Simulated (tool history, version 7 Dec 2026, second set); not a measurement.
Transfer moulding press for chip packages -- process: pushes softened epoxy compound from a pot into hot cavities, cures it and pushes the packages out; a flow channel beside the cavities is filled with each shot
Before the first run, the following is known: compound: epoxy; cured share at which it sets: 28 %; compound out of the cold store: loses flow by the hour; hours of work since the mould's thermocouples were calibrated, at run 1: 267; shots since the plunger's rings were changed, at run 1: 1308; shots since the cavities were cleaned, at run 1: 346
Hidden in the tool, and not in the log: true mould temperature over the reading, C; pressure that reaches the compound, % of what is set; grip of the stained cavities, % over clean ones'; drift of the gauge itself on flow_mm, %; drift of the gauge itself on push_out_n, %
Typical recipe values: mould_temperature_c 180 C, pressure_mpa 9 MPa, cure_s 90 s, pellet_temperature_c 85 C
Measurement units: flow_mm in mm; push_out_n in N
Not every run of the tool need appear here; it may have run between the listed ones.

run     day  mould_temperature_c  pressure_mpa  cure_s  pellet_temperature_c  hours of work since the mould's thermocouples were calibrated  shots since the plunger's rings were changed  shots since the cavities were cleaned  incoming compound's hours out of the cold store  flow_mm  push_out_n
  1       0                  180             9      90                    85                                                            267                                          1308                                    346                                               28      801         336
      1.158  -- cavities cleaned with cleaning compound and waxed
  2   1.575                  180             9      90                    85                                                            293                                          1822                                    142                                             42.3      723         282
      3.208  -- cavities cleaned with cleaning compound and waxed
  3   4.354                  185             9      90                    85                                                            339                                          2746                                    390                                             20.6      812         312
      5.229  -- cavities cleaned with cleaning compound and waxed
  4   6.567                  180          9.76      90                    85                                                            376                                          3476                                    455                                             32.5      781         346
       7.35  -- cavities cleaned with cleaning compound and waxed
      8.038  -- plunger's sealing rings changed
  5   9.296                  180          9.76      90                    85                                                            420                                           428                                    627                                               43      767         381
      9.521  -- cavities cleaned with cleaning compound and waxed
     11.617  -- cavities cleaned with cleaning compound and waxed
  6  11.617                  178             9      90                    85                                                            457                                          1175                                      0                                             26.6      815         248
       13.2  -- mould's thermocouples calibrated
  7  13.267                  178             9      90                    85                                                              1                                          1708                                    533                                               27      809         388
     13.738  -- cavities cleaned with cleaning compound and waxed
     15.696  -- cavities cleaned with cleaning compound and waxed
  8  16.125                  178             9      90                    85                                                             48                                          2636                                    145                                             34.9      766         306
     17.783  -- cavities cleaned with cleaning compound and waxed
  9  18.938                  178          8.49      90                    85                                                             95                                          3572                                    392                                             19.1      808         382
     19.908  -- cavities cleaned with cleaning compound and waxed
     20.142  -- plunger's sealing rings changed
     22.046  -- cavities cleaned with cleaning compound and waxed
 10  22.046                  180          7.34      90                    85                                                            144                                           626                                      0                                             47.5      653         235
     23.958  -- mould's thermocouples calibrated, once more
     24.288  -- cavities cleaned with cleaning compound and waxed
 11  24.483                  180             9      90                    85                                                              8                                          1405                                     67                                             22.6      827         243
 12  25.912                  180             9      90                    85                                                             32                                          1892                                    554                                             25.3      813         351
     26.346  -- cavities cleaned with cleaning compound and waxed
 13  27.467                  180             9      90                    85                                                             58                                          2399                                    382                                             38.7      743         322
     28.438  -- cavities cleaned with cleaning compound and waxed
 14  30.262                  188          8.32      85                    85                                                            104                                          3328                                    621                                             29.8      723         322
     30.575  -- cavities cleaned with cleaning compound and waxed
     32.238  -- plunger's sealing rings changed
     32.742  -- cavities cleaned with cleaning compound and waxed
 15  32.742                  188          8.32      78                    90                                                            143                                           151                                      0                                             35.9      726         219
     34.821  -- cavities cleaned with cleaning compound and waxed
 16  35.233                  176             9     107                    85                                                            184                                           977                                    141                                             27.7      822         275
     36.925  -- cavities cleaned with cleaning compound and waxed
 17  37.604                  176         10.63      75                    92                                                            224                                          1762                                    231                                             28.7      869         500
     39.096  -- cavities cleaned with cleaning compound and waxed
 18  40.792                  176         10.63      75                    92                                                            277                                          2825                                    577                                               17      928         623
     41.067  -- cavities cleaned with cleaning compound and waxed
 19  42.746                  176         10.63      75                    92                                                            309                                          3467                                    570                                                9      972         681
     43.217  -- cavities cleaned with cleaning compound and waxed
     44.375  -- plunger's sealing rings changed
     45.308  -- cavities cleaned with cleaning compound and waxed
 20  45.904                  176          6.83      75                    92                                                            360                                           499                                    202                                             25.4      719         483
     47.425  -- cavities cleaned with cleaning compound and waxed
 21  48.208                  176          6.83      75                    92                                                            398                                          1261                                    266                                             12.1      794         564
     49.429  -- cavities cleaned with cleaning compound and waxed
 22  50.892                  177          8.69      98                    92                                                            443                                          2153                                    498                                             37.6      745         361
     51.467  -- cavities cleaned with cleaning compound and waxed
     53.304  -- mould's thermocouples calibrated
 23  53.304                  181          9.02     113                    78                                                              0                                          2922                                    595                                               23      814         326

For run 24, what comes out?
     53.638  -- cavities cleaned with cleaning compound and waxed
     55.733  -- cavities cleaned with cleaning compound and waxed
     56.446  -- plunger's sealing rings changed
 24  56.467                  181          9.02     113                    78                                                             50                                             8                                    215                                             30.5        ?           ?

{"run 24": {"flow_mm": 796, "push_out_n": 266}}
Minus the tool's unlogged condition, the same run would have read flow_mm 797 mm, push_out_n 193 N.
